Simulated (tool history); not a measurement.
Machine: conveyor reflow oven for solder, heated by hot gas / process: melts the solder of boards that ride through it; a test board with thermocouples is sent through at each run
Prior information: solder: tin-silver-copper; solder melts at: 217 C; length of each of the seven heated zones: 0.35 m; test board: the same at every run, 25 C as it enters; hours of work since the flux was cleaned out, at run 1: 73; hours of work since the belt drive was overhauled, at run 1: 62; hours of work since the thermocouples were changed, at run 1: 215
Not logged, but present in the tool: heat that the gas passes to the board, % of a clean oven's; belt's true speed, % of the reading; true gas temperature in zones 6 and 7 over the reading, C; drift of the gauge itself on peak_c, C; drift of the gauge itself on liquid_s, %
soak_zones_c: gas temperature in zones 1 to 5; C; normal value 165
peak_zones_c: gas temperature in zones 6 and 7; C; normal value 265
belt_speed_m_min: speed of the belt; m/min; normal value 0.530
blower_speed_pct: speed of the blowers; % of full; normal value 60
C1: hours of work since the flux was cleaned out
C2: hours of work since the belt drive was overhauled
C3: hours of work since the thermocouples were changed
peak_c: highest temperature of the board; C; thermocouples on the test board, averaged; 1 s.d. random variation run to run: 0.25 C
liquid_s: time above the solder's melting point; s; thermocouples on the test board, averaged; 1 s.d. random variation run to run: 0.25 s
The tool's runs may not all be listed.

{"run": 1, "hour": 0.0, "soak_zones_c": 165, "peak_zones_c": 265, "belt_speed_m_min": 0.53, "blower_speed_pct": 60, "C1": 73, "C2": 62, "C3": 215, "peak_c": 252.1, "liquid_s": 57.5}
{"run": 2, "hour": 5.2, "soak_zones_c": 165, "peak_zones_c": 265, "belt_speed_m_min": 0.43, "blower_speed_pct": 60, "C1": 77, "C2": 66, "C3": 219, "peak_c": 257.0, "liquid_s": 77.1}
{"run": 3, "hour": 14.3, "soak_zones_c": 165, "peak_zones_c": 265, "belt_speed_m_min": 0.43, "blower_speed_pct": 60, "C1": 84, "C2": 73, "C3": 226, "peak_c": 257.8, "liquid_s": 77.1}
{"run": 4, "hour": 21.3, "soak_zones_c": 165, "peak_zones_c": 265, "belt_speed_m_min": 0.43, "blower_speed_pct": 60, "C1": 89, "C2": 78, "C3": 231, "peak_c": 257.3, "liquid_s": 77.1}
{"run": 5, "hour": 33.5, "soak_zones_c": 165, "peak_zones_c": 265, "belt_speed_m_min": 0.43, "blower_speed_pct": 60, "C1": 98, "C2": 88, "C3": 240, "peak_c": 256.9, "liquid_s": 77.7}
{"run": 6, "hour": 41.3, "soak_zones_c": 165, "peak_zones_c": 265, "belt_speed_m_min": 0.43, "blower_speed_pct": 60, "C1": 104, "C2": 94, "C3": 246, "peak_c": 257.6, "liquid_s": 77.3}
{"run": 7, "hour": 48.8, "soak_zones_c": 165, "peak_zones_c": 265, "belt_speed_m_min": 0.53, "blower_speed_pct": 60, "C1": 110, "C2": 99, "C3": 252, "peak_c": 252.2, "liquid_s": 57.5}
{"run": 8, "hour": 56.2, "soak_zones_c": 165, "peak_zones_c": 265, "belt_speed_m_min": 0.53, "blower_speed_pct": 60, "C1": 115, "C2": 105, "C3": 257, "peak_c": 251.5, "liquid_s": 57.2}
{"run": 9, "hour": 65.2, "soak_zones_c": 165, "peak_zones_c": 265, "belt_speed_m_min": 0.53, "blower_speed_pct": 60, "C1": 122, "C2": 112, "C3": 264, "peak_c": 252.2, "liquid_s": 57.2}
{"run": 10, "hour": 77.7, "soak_zones_c": 165, "peak_zones_c": 265, "belt_speed_m_min": 0.53, "blower_speed_pct": 60, "C1": 132, "C2": 121, "C3": 274, "peak_c": 252.4, "liquid_s": 57.3}
{"run": 11, "hour": 85.3, "soak_zones_c": 165, "peak_zones_c": 265, "belt_speed_m_min": 0.53, "blower_speed_pct": 60, "C1": 138, "C2": 127, "C3": 280, "peak_c": 252.1, "liquid_s": 57.3}
{"hour": 90.5, "done": "belt drive overhauled, speed set with a stopwatch"}
{"run": 12, "hour": 94.9, "soak_zones_c": 165, "peak_zones_c": 265, "belt_speed_m_min": 0.53, "blower_speed_pct": 60, "C1": 142, "C2": 3, "C3": 284, "peak_c": 252.4, "liquid_s": 56.7}
{"run": 13, "hour": 105.7, "soak_zones_c": 165, "peak_zones_c": 265, "belt_speed_m_min": 0.448, "blower_speed_pct": 60, "C1": 150, "C2": 12, "C3": 292, "peak_c": 257.1, "liquid_s": 72.8}
{"run": 14, "hour": 111.3, "soak_zones_c": 165, "peak_zones_c": 265, "belt_speed_m_min": 0.53, "blower_speed_pct": 60, "C1": 154, "C2": 16, "C3": 296, "peak_c": 252.0, "liquid_s": 57.4}
{"hour": 115.9, "done": "belt drive overhauled, speed set with a stopwatch, once more"}
{"run": 15, "hour": 123.5, "soak_zones_c": 165, "peak_zones_c": 265, "belt_speed_m_min": 0.605, "blower_speed_pct": 60, "C1": 160, "C2": 6, "C3": 302, "peak_c": 247.6, "liquid_s": 46.0}
{"run": 16, "hour": 135.0, "soak_zones_c": 165, "peak_zones_c": 265, "belt_speed_m_min": 0.53, "blower_speed_pct": 60, "C1": 169, "C2": 15, "C3": 311, "peak_c": 251.6, "liquid_s": 56.9}
{"run": 17, "hour": 140.9, "soak_zones_c": 168, "peak_zones_c": 265, "belt_speed_m_min": 0.438, "blower_speed_pct": 73, "C1": 174, "C2": 19, "C3": 316, "peak_c": 258.5, "liquid_s": 78.1}
{"run": 18, "hour": 147.5, "soak_zones_c": 168, "peak_zones_c": 265, "belt_speed_m_min": 0.438, "blower_speed_pct": 73, "C1": 179, "C2": 24, "C3": 321, "peak_c": 257.6, "liquid_s": 77.9}
{"run": 19, "hour": 155.1, "soak_zones_c": 164, "peak_zones_c": 267, "belt_speed_m_min": 0.637, "blower_speed_pct": 61, "C1": 184, "C2": 30, "C3": 326, "peak_c": 247.1, "liquid_s": 42.5}
{"run": 20, "hour": 161.0, "soak_zones_c": 151, "peak_zones_c": 261, "belt_speed_m_min": 0.461, "blower_speed_pct": 90, "C1": 189, "C2": 34, "C3": 331, "peak_c": 253.4, "liquid_s": 64.9}
{"run": 21, "hour": 171.6, "soak_zones_c": 165, "peak_zones_c": 265, "belt_speed_m_min": 0.53, "blower_speed_pct": 53, "C1": 197, "C2": 42, "C3": 339, "peak_c": 250.4, "liquid_s": 55.6}
{"run": 22, "hour": 180.2, "soak_zones_c": 165, "peak_zones_c": 259, "belt_speed_m_min": 0.528, "blower_speed_pct": 58, "C1": 204, "C2": 49, "C3": 346, "peak_c": 246.1, "liquid_s": 52.8}
{"run": 23, "hour": 186.1, "soak_zones_c": 159, "peak_zones_c": 276, "belt_speed_m_min": 0.635, "blower_speed_pct": 60, "C1": 208, "C2": 53, "C3": 350, "peak_c": 254.0, "liquid_s": 46.0}
{"run": 24, "hour": 191.8, "soak_zones_c": 159, "peak_zones_c": 265, "belt_speed_m_min": 0.635, "blower_speed_pct": 60, "C1": 212, "C2": 58, "C3": 354, "peak_c": 244.3, "liquid_s": 39.2}
{"run": 25, "hour": 203.9, "soak_zones_c": 153, "peak_zones_c": 265, "belt_speed_m_min": 0.635, "blower_speed_pct": 68, "C1": 222, "C2": 67, "C3": 364, "peak_c": 244.7, "liquid_s": 38.2}
{"run": 26, "hour": 213.9, "soak_zones_c": 158, "peak_zones_c": 254, "belt_speed_m_min": 0.427, "blower_speed_pct": 63, "C1": 229, "C2": 75, "C3": 371, "peak_c": 247.0, "liquid_s": 66.7}
{"run": 27, "hour": 221.6, "soak_zones_c": 180, "peak_zones_c": 255, "belt_speed_m_min": 0.561, "blower_speed_pct": 73, "C1": 235, "C2": 80, "C3": 377, "peak_c": 244.6, "liquid_s": 54.7}
{"run": 28, "hour": 233.8, "soak_zones_c": 180, "peak_zones_c": 273, "belt_speed_m_min": 0.588, "blower_speed_pct": 83, "C1": 244, "C2": 90, "C3": 386, "peak_c": 261.4, "liquid_s": 61.4}
{"run": 29, "hour": 246.4, "soak_zones_c": 180, "peak_zones_c": 273, "belt_speed_m_min": 0.588, "blower_speed_pct": 83, "C1": 254, "C2": 99, "C3": 396, "peak_c": 261.1, "liquid_s": 60.8}
{"run": 30, "hour": 251.7, "soak_zones_c": 180, "peak_zones_c": 273, "belt_speed_m_min": 0.588, "blower_speed_pct": 83, "C1": 258, "C2": 103, "C3": 400, "peak_c": 260.6, "liquid_s": 61.0}
{"run": 31, "hour": 256.8, "soak_zones_c": 162, "peak_zones_c": 265, "belt_speed_m_min": 0.443, "blower_speed_pct": 52, "C1": 262, "C2": 107, "C3": 404, "peak_c": 255.2, "liquid_s": 71.0}

Below, some changes in peak_c between adjacent runs. For each, the amount present without the hidden state too (settings, incoming material, random variation) and the amount remaining for the hidden state with gauge scatter not shared by both compared results:
Run 18 -> 19: soak_zones_c 168 -> 164, peak_zones_c 265 -> 267, belt_speed_m_min 0.438 -> 0.637, blower_speed_pct 73 -> 61. peak_c -10.5 C: hidden state -0.8, all else -9.7.
Run 22 -> 23: soak_zones_c 165 -> 159, peak_zones_c 259 -> 276, belt_speed_m_min 0.528 -> 0.635, blower_speed_pct 58 -> 60. peak_c +7.9 C: hidden state -0.7, all else +8.6.
Run 23 -> 24: peak_zones_c 276 -> 265. peak_c -9.7 C: hidden state +0.0, all else -9.7.
Run 25 -> 26: soak_zones_c 153 -> 158, peak_zones_c 265 -> 254, belt_speed_m_min 0.635 -> 0.427, blower_speed_pct 68 -> 63. peak_c +2.3 C: hidden state +1.1, all else +1.2.
Run 27 -> 28: peak_zones_c 255 -> 273, belt_speed_m_min 0.561 -> 0.588, blower_speed_pct 73 -> 83. peak_c +16.8 C: hidden state -0.4, all else +17.2.
